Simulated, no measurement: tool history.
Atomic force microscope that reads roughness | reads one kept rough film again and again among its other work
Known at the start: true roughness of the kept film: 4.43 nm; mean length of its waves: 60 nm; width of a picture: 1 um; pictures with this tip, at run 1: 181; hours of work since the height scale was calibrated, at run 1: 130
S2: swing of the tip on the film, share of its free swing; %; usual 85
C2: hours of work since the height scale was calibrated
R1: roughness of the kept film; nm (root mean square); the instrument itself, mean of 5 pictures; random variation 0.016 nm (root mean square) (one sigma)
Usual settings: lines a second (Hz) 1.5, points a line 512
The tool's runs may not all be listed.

run 1 hour=0 | lines_a_second_(Hz)=1.5 S2=85 points_a_line=512 | pictures_with_this_tip=181 C2=130 | R1=3.621
run 2 hour=11.7 | lines_a_second_(Hz)=1.5 S2=85 points_a_line=512 | pictures_with_this_tip=203 C2=136 | R1=3.607
run 3 hour=25.5 | lines_a_second_(Hz)=1.5 S2=85 points_a_line=512 | pictures_with_this_tip=228 C2=144 | R1=3.567
run 4 hour=38 | lines_a_second_(Hz)=1.5 S2=85 points_a_line=512 | pictures_with_this_tip=251 C2=151 | R1=3.595
run 5 hour=48.8 | lines_a_second_(Hz)=1.5 S2=85 points_a_line=512 | pictures_with_this_tip=271 C2=158 | R1=3.549
-- hour=52.2 new tip fitted
run 6 hour=56.5 | lines_a_second_(Hz)=1.5 S2=85 points_a_line=512 | pictures_with_this_tip=8 C2=162 | R1=3.759
run 7 hour=71.4 | lines_a_second_(Hz)=1.5 S2=85 points_a_line=512 | pictures_with_this_tip=36 C2=170 | R1=3.713
run 8 hour=85.2 | lines_a_second_(Hz)=0.94 S2=85 points_a_line=512 | pictures_with_this_tip=62 C2=178 | R1=3.885
run 9 hour=93.3 | lines_a_second_(Hz)=1.5 S2=88 points_a_line=512 | pictures_with_this_tip=76 C2=182 | R1=3.654
run 10 hour=100.6 | lines_a_second_(Hz)=1.5 S2=88 points_a_line=512 | pictures_with_this_tip=90 C2=187 | R1=3.629
run 11 hour=115.9 | lines_a_second_(Hz)=1.5 S2=85 points_a_line=794 | pictures_with_this_tip=118 C2=195 | R1=3.691
run 12 hour=124.9 | lines_a_second_(Hz)=1.5 S2=85 points_a_line=794 | pictures_with_this_tip=135 C2=200 | R1=3.642
run 13 hour=139.5 | lines_a_second_(Hz)=0.77 S2=85 points_a_line=794 | pictures_with_this_tip=162 C2=209 | R1=3.872
run 14 hour=150.7 | lines_a_second_(Hz)=0.81 S2=85 points_a_line=794 | pictures_with_this_tip=183 C2=215 | R1=3.838
run 15 hour=167.8 | lines_a_second_(Hz)=0.81 S2=85 points_a_line=794 | pictures_with_this_tip=214 C2=225 | R1=3.828
run 16 hour=179.8 | lines_a_second_(Hz)=0.81 S2=85 points_a_line=794 | pictures_with_this_tip=236 C2=232 | R1=3.786
run 17 hour=194.8 | lines_a_second_(Hz)=0.81 S2=85 points_a_line=794 | pictures_with_this_tip=264 C2=240 | R1=3.788
-- hour=201.5 new tip fitted
run 18 hour=202.9 | lines_a_second_(Hz)=1.5 S2=85 points_a_line=512 | pictures_with_this_tip=2 C2=244 | R1=3.747
run 19 hour=210 | lines_a_second_(Hz)=1.5 S2=85 points_a_line=512 | pictures_with_this_tip=15 C2=248 | R1=3.747
run 20 hour=223.2 | lines_a_second_(Hz)=1.07 S2=85 points_a_line=358 | pictures_with_this_tip=40 C2=256 | R1=3.832
run 21 hour=231.9 | lines_a_second_(Hz)=0.55 S2=66 points_a_line=270 | pictures_with_this_tip=56 C2=261 | R1=4.195
-- hour=234.1 height scale calibrated on a step standard
run 22 hour=245.3 | lines_a_second_(Hz)=3.55 S2=76 points_a_line=478 | pictures_with_this_tip=79 C2=6 | R1=3.481
run 23 hour=254.4 | lines_a_second_(Hz)=3.55 S2=76 points_a_line=478 | pictures_with_this_tip=95 C2=12 | R1=3.453
run 24 hour=262.7 | lines_a_second_(Hz)=2.62 S2=63 points_a_line=515 | pictures_with_this_tip=111 C2=16 | R1=3.875
-- hour=269.1 height scale calibrated on a step standard, once more
run 25 hour=272.6 | lines_a_second_(Hz)=1.53 S2=56 points_a_line=712 | pictures_with_this_tip=127 C2=2 | R1=4.051
run 26 hour=287.3 | lines_a_second_(Hz)=1.92 S2=70 points_a_line=712 | pictures_with_this_tip=155 C2=10 | R1=3.839
run 27 hour=300.4 | lines_a_second_(Hz)=1.84 S2=60 points_a_line=486 | pictures_with_this_tip=179 C2=18 | R1=4.002
run 28 hour=315.5 | lines_a_second_(Hz)=2.4 S2=60 points_a_line=829 | pictures_with_this_tip=207 C2=26 | R1=3.923
run 29 hour=325.1 | lines_a_second_(Hz)=3.99 S2=61 points_a_line=665 | pictures_with_this_tip=224 C2=32 | R1=3.717
run 30 hour=341.9 | lines_a_second_(Hz)=3.99 S2=61 points_a_line=665 | pictures_with_this_tip=255 C2=41 | R1=3.71
-- hour=353.3 new tip fitted
run 31 hour=355.6 | lines_a_second_(Hz)=1.28 S2=65 points_a_line=319 | pictures_with_this_tip=4 C2=49 | R1=4.153
run 32 hour=367.3 | lines_a_second_(Hz)=1.5 S2=80 points_a_line=512 | pictures_with_this_tip=26 C2=55 | R1=3.841
run 33 hour=384.3 | lines_a_second_(Hz)=1.5 S2=81 points_a_line=764 | pictures_with_this_tip=57 C2=65 | R1=3.79
run 34 hour=393.5 | lines_a_second_(Hz)=1.06 S2=61 points_a_line=767 | pictures_with_this_tip=74 C2=70 | R1=4.115
run 35 hour=410.6 | lines_a_second_(Hz)=0.66 S2=66 points_a_line=512 | pictures_with_this_tip=106 C2=80 | R1=4.089
run 36 hour=425.9 | lines_a_second_(Hz)=1.5 S2=58 points_a_line=321 | pictures_with_this_tip=134 C2=89 | R1=4.046
run 37 hour=441.7 | lines_a_second_(Hz)=1.5 S2=58 points_a_line=321 | pictures_with_this_tip=163 C2=98 | R1=4.022
run 38 hour=452.4 | lines_a_second_(Hz)=1.5 S2=85 points_a_line=273 | pictures_with_this_tip=183 C2=104 | R1=3.618

Forecast each of these 5 alternatives for the next run:
run A hour=460.6 | lines_a_second_(Hz)=1.5 S2=71 points_a_line=930 | pictures_with_this_tip=198 C2=108 | R1=?
run B hour=460.6 | lines_a_second_(Hz)=1.79 S2=85 points_a_line=512 | pictures_with_this_tip=198 C2=108 | R1=?
run C hour=460.6 | lines_a_second_(Hz)=1.5 S2=76 points_a_line=512 | pictures_with_this_tip=198 C2=108 | R1=?
run D hour=460.6 | lines_a_second_(Hz)=1.52 S2=66 points_a_line=277 | pictures_with_this_tip=198 C2=108 | R1=?
run E hour=460.6 | lines_a_second_(Hz)=2.99 S2=58 points_a_line=601 | pictures_with_this_tip=198 C2=108 | R1=?

run=A R1=3.87
run=B R1=3.54
run=C R1=3.788
run=D R1=3.907
run=E R1=3.911
Without the tool's hidden state the same runs would have given:
run=A R1=4.039
run=B R1=3.695
run=C R1=3.954
run=D R1=4.078
run=E R1=4.082
